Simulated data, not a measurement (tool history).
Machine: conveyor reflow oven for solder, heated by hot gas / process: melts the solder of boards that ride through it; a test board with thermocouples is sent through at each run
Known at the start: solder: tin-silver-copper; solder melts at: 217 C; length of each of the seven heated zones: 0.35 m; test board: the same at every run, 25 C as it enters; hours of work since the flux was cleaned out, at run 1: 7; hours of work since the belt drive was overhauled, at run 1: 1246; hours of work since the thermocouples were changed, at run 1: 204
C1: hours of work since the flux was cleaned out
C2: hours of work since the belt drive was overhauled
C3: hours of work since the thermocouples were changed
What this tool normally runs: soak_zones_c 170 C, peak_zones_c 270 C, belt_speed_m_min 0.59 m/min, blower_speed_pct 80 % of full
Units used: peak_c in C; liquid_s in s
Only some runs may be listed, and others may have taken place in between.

Run 1, hour 0: usual settings; C1 7; C2 1246; C3 204. Result: peak_c 255.8 C, liquid_s 56 s.
Run 2, hour 64.1: usual settings; C1 53; C2 1292; C3 250. Result: peak_c 255.3 C, liquid_s 56.5 s.
Run 3, hour 112.3: usual settings; C1 88; C2 1327; C3 285. Result: peak_c 254.7 C, liquid_s 55.8 s.
Run 4, hour 199.7: usual settings; C1 150; C2 1390; C3 348. Result: peak_c 254 C, liquid_s 55.4 s.
Run 5, hour 295.7: usual settings; C1 219; C2 1459; C3 417. Result: peak_c 254.1 C, liquid_s 55.3 s.
Run 6, hour 365.5: usual settings but blower_speed_pct 73 % of full; C1 270; C2 1509; C3 467. Result: peak_c 251.9 C, liquid_s 53.6 s.
Run 7, hour 422.4: usual settings but peak_zones_c 266 C, blower_speed_pct 73 % of full; C1 311; C2 1550; C3 508. Result: peak_c 248.9 C, liquid_s 50.5 s.
At hour 448.4: belt drive overhauled, speed set with a stopwatch.
Run 8, hour 469.9: usual settings; C1 342; C2 15; C3 539. Result: peak_c 253.5 C, liquid_s 55.5 s.
Run 9, hour 525.9: usual settings; C1 382; C2 56; C3 580. Result: peak_c 253.4 C, liquid_s 55.1 s.
At hour 557.2: flux residue cleaned out of gas plates and filters.
Run 10, hour 600: usual settings but peak_zones_c 284 C; C1 31; C2 105; C3 629. Result: peak_c 269.6 C, liquid_s 64.5 s.
Run 11, hour 682.3: usual settings; C1 90; C2 165; C3 689. Result: peak_c 257.7 C, liquid_s 57.3 s.
Run 12, hour 749.8: usual settings; C1 139; C2 213; C3 737. Result: peak_c 256.4 C, liquid_s 57.6 s.
Run 13, hour 807.4: usual settings; C1 180; C2 255; C3 779. Result: peak_c 256 C, liquid_s 57.2 s.
At hour 826.5: thermocouples of zones 6 and 7 changed.
Run 14, hour 864.7: usual settings; C1 220; C2 294; C3 27. Result: peak_c 253.9 C, liquid_s 56.8 s.
At hour 945.9: belt drive overhauled, speed set with a stopwatch, once more.
Run 15, hour 965.4: usual settings; C1 289; C2 14; C3 97. Result: peak_c 252.2 C, liquid_s 51.1 s.
Run 16, hour 1011.6: usual settings; C1 323; C2 47; C3 130. Result: peak_c 251.4 C, liquid_s 51.4 s.
Run 17, hour 1053.5: usual settings but soak_zones_c 161 C, blower_speed_pct 74 % of full; C1 353; C2 77; C3 160. Result: peak_c 248.6 C, liquid_s 46.2 s.
At hour 1118.1: flux residue cleaned out of gas plates and filters.
Run 18, hour 1119.3: usual settings but soak_zones_c 157 C, belt_speed_m_min 0.618 m/min, blower_speed_pct 74 % of full; C1 1; C2 121; C3 204. Result: peak_c 249.8 C, liquid_s 43.3 s.
Run 19, hour 1173.1: usual settings but soak_zones_c 157 C, belt_speed_m_min 0.618 m/min, blower_speed_pct 74 % of full; C1 40; C2 160; C3 243. Result: peak_c 248.9 C, liquid_s 43.4 s.
Run 20, hour 1262.8: usual settings but soak_zones_c 157 C, peak_zones_c 274 C, belt_speed_m_min 0.639 m/min, blower_speed_pct 74 % of full; C1 104; C2 224; C3 307. Result: peak_c 251 C, liquid_s 42.7 s.
Run 21, hour 1315.3: usual settings but soak_zones_c 157 C, peak_zones_c 274 C, belt_speed_m_min 0.639 m/min, blower_speed_pct 74 % of full; C1 142; C2 262; C3 345. Result: peak_c 250.8 C, liquid_s 42.5 s.
Run 22, hour 1404.3: usual settings but soak_zones_c 168 C, belt_speed_m_min 0.641 m/min, blower_speed_pct 62 % of full; C1 206; C2 326; C3 409. Result: peak_c 245.8 C, liquid_s 40.9 s.
Run 23, hour 1444.6: usual settings but soak_zones_c 168 C, belt_speed_m_min 0.641 m/min, blower_speed_pct 62 % of full; C1 235; C2 355; C3 438. Result: peak_c 245.1 C, liquid_s 40.5 s.
Run 24, hour 1501.5: usual settings but soak_zones_c 168 C, belt_speed_m_min 0.641 m/min, blower_speed_pct 62 % of full; C1 276; C2 396; C3 479. Result: peak_c 244.3 C, liquid_s 40.1 s.
Run 25, hour 1554.4: usual settings but soak_zones_c 168 C, belt_speed_m_min 0.641 m/min, blower_speed_pct 62 % of full; C1 314; C2 434; C3 517. Result: peak_c 244.7 C, liquid_s 40.5 s.
Run 26, hour 1635.5: usual settings but soak_zones_c 168 C, peak_zones_c 283 C, belt_speed_m_min 0.601 m/min, blower_speed_pct 59 % of full; C1 372; C2 493; C3 576. Result: peak_c 256.8 C, liquid_s 52.8 s.
At hour 1675.7: flux residue cleaned out of gas plates and filters.
Run 27, hour 1689.9: usual settings but soak_zones_c 179 C, peak_zones_c 268 C, belt_speed_m_min 0.525 m/min, blower_speed_pct 76 % of full; C1 10; C2 528; C3 611. Result: peak_c 258.5 C, liquid_s 66.8 s.
Run 28, hour 1767.2: usual settings but soak_zones_c 167 C, peak_zones_c 265 C, belt_speed_m_min 0.539 m/min, blower_speed_pct 79 % of full; C1 66; C2 584; C3 667. Result: peak_c 253.8 C, liquid_s 58.2 s.
Run 29, hour 1837.5: usual settings but soak_zones_c 167 C, peak_zones_c 265 C, belt_speed_m_min 0.609 m/min, blower_speed_pct 79 % of full; C1 116; C2 634; C3 717. Result: peak_c 248.3 C, liquid_s 47.9 s.
Run 30, hour 1909.9: usual settings but soak_zones_c 167 C, peak_zones_c 265 C, belt_speed_m_min 0.609 m/min, blower_speed_pct 79 % of full; C1 168; C2 686; C3 769. Result: peak_c 248.8 C, liquid_s 47.3 s.

Run 31, settings as shown, results not yet in. Your forecast:
At hour 1945.1: thermocouples of zones 6 and 7 changed.
Run 31, hour 1995.3: usual settings but soak_zones_c 165 C, peak_zones_c 263 C, belt_speed_m_min 0.595 m/min, blower_speed_pct 50 % of full; C1 228; C2 746; C3 36. Result: peak_c ?, liquid_s ?.

Run 31 yielded peak_c 236.6 C, liquid_s 34.6 s.
Had the tool carried no hidden state, the very same run would have given peak_c 237.9 C, liquid_s 35.7 s.

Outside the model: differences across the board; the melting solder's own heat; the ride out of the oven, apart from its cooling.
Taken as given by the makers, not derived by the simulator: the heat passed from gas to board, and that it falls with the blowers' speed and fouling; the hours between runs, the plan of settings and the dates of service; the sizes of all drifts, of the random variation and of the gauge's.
